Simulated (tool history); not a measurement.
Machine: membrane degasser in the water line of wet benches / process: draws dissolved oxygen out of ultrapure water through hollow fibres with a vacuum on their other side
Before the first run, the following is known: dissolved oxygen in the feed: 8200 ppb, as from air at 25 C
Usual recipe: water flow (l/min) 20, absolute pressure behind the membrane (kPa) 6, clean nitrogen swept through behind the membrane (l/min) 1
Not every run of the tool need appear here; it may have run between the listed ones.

run,day,water flow (l/min),absolute pressure behind the membrane (kPa),clean nitrogen swept through behind the membrane (l/min),dissolved oxygen in the water behind the degasser (ppb),pressure that the water loses in the fibres (kPa)
1,0,20,6,1,170.7,43.56
2,1.979,20,6,2.38,102.5,43.36
3,4.346,20,6,2.38,104,43.57
4,6.383,26,6,1,230.1,56.49
5,8.308,26,6,1,233,56.62
6,10.725,27,6,1,239.9,58.67
7,13.212,27,6,1,238.1,58.71
8,15.625,27,6,1,239,58.68
9,18.546,27,6,1,241.2,58.96
10,20.029,20,6,2.54,102,43.5
11,22.688,20,6,2.54,101.5,43.55
12,25.204,20,6,2.54,103.9,43.6
13,27.517,20,7.58,1,241.2,43.7
14,29.475,20,7.58,1,241.1,43.61
15,31.2,20,6.56,1,200.3,43.65
16,33.317,20,6.56,1,197.6,43.6
17,35.158,20,6,0.5,270.6,43.64
18,38.008,20,6,0.5,272.7,43.66
19,40.188,12,6.21,2.78,50.8,26.1
20,41.825,16,10.27,1.21,246.9,34.98
21,44.283,16,10.27,1.21,245.7,34.98
22,46.721,16,10.27,1.21,247.5,35.27
23,48.679,16,10.27,1.21,246.5,34.85
24,51.342,30,6.2,0.41,468.3,65.65
25,53.892,20,6.57,1.27,172.6,44.04
26,55.725,30,4.66,2.71,139.1,65.43
27,58.592,18,9.85,1,308.2,39.54
28,61.079,18,5.61,1.92,95.8,39.44
29,62.65,18,5.61,1.92,96.9,39.38
30,63.979,18,4.85,2.02,78.6,39.51
31,65.912,18,4.85,2.02,78.8,39.48
32,67.438,25,11.87,1,523.9,55.08

The logged runs with the hidden state left out (each run's random variation unchanged):
What the log doesn't record here: membrane still open, %; true pressure behind the membrane over the reading, kPa; air that leaks in behind the membrane, l/min; drift of the gauge itself on oxygen_ppb, %; drift of the gauge itself on loss_of_pressure_kpa, %.
run,dissolved oxygen in the water behind the degasser (ppb),pressure that the water loses in the fibres (kPa)
1,164.8,42.86
2,97.6,42.65
3,98.8,42.83
4,221.3,55.51
5,223.9,55.62
6,230.2,57.6
7,228.2,57.61
8,228.7,57.55
9,230.5,57.79
10,95.7,42.63
11,95,42.65
12,97.2,42.68
13,232.5,42.76
14,232.2,42.65
15,191.3,42.67
16,188.5,42.6
17,259.6,42.62
18,261.3,42.62
19,46.9,25.47
20,238.4,34.12
21,236.9,34.1
22,238.4,34.37
23,237.2,33.94
24,449.8,63.9
25,161.9,42.85
26,125,63.62
27,296.5,38.43
28,87.2,38.31
29,88.1,38.24
30,70,38.36
31,70.1,38.32
32,507.3,53.44
